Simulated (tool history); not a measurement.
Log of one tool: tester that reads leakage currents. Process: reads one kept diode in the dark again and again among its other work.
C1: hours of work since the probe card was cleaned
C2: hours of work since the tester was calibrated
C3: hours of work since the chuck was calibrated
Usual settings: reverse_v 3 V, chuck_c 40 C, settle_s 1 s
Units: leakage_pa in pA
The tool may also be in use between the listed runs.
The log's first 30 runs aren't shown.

Run 31, hour 2348.9: usual settings but reverse_v 1.32 V, chuck_c 26 C, settle_s 0.89 s; C1 2142; C2 1958; C3 765. Result: leakage_pa 23.78 pA.
At hour 2399.1: chuck's temperature calibrated.
Run 32, hour 2404.3: usual settings but reverse_v 5.79 V, chuck_c 41 C, settle_s 1.26 s; C1 2184; C2 1999; C3 4. Result: leakage_pa 122.54 pA.
At hour 2449.7: probe card cleaned and baked.
Run 33, hour 2473.5: usual settings but reverse_v 4.77 V, chuck_c 37 C, settle_s 8.82 s; C1 19; C2 2051; C3 56. Result: leakage_pa 78.45 pA.
Run 34, hour 2569.8: usual settings but reverse_v 11.23 V, chuck_c 46 C, settle_s 2.9 s; C1 94; C2 2127; C3 131. Result: leakage_pa 186.7 pA.
Run 35, hour 2653.4: usual settings but reverse_v 1.69 V, chuck_c 26 C, settle_s 2.9 s; C1 160; C2 2192; C3 197. Result: leakage_pa 25.75 pA.
Run 36, hour 2730.4: usual settings but chuck_c 41 C; C1 220; C2 2253; C3 257. Result: leakage_pa 87.59 pA.
At hour 2746.3: tester calibrated.
Run 37, hour 2778.6: usual settings but chuck_c 41 C; C1 256; C2 25; C3 293. Result: leakage_pa 87.83 pA.
Run 38, hour 2824.6: usual settings but reverse_v 4.75 V, chuck_c 29 C, settle_s 1.92 s; C1 292; C2 61; C3 329. Result: leakage_pa 44.62 pA.
Run 39, hour 2870.2: usual settings but reverse_v 1.17 V, chuck_c 21 C, settle_s 0.44 s; C1 328; C2 97; C3 365. Result: leakage_pa 16.22 pA.
Run 40, hour 2944: usual settings but chuck_c 24 C, settle_s 1.67 s; C1 386; C2 155; C3 423. Result: leakage_pa 26.9 pA.

3 ways to go on from here, each from the tool as it stands after run 40. What would each give?
Run A, hour 3010.9: usual settings but reverse_v 2.99 V, chuck_c 59 C, settle_s 0.64 s; C1 438; C2 207; C3 475. Result: leakage_pa ?.
Run B, hour 3010.9: usual settings but reverse_v 1.5 V, chuck_c 25 C, settle_s 1.07 s; C1 438; C2 207; C3 475. Result: leakage_pa ?.
Run C, hour 3010.9: usual settings but chuck_c 29 C, settle_s 0.58 s; C1 438; C2 207; C3 475. Result: leakage_pa ?.

run  leakage_pa
  A      264.18
  B       22.62
  C       39.13
Without the tool's hidden state the same runs would have given:
run  leakage_pa
  A      277.17
  B       23.48
  C       40.32
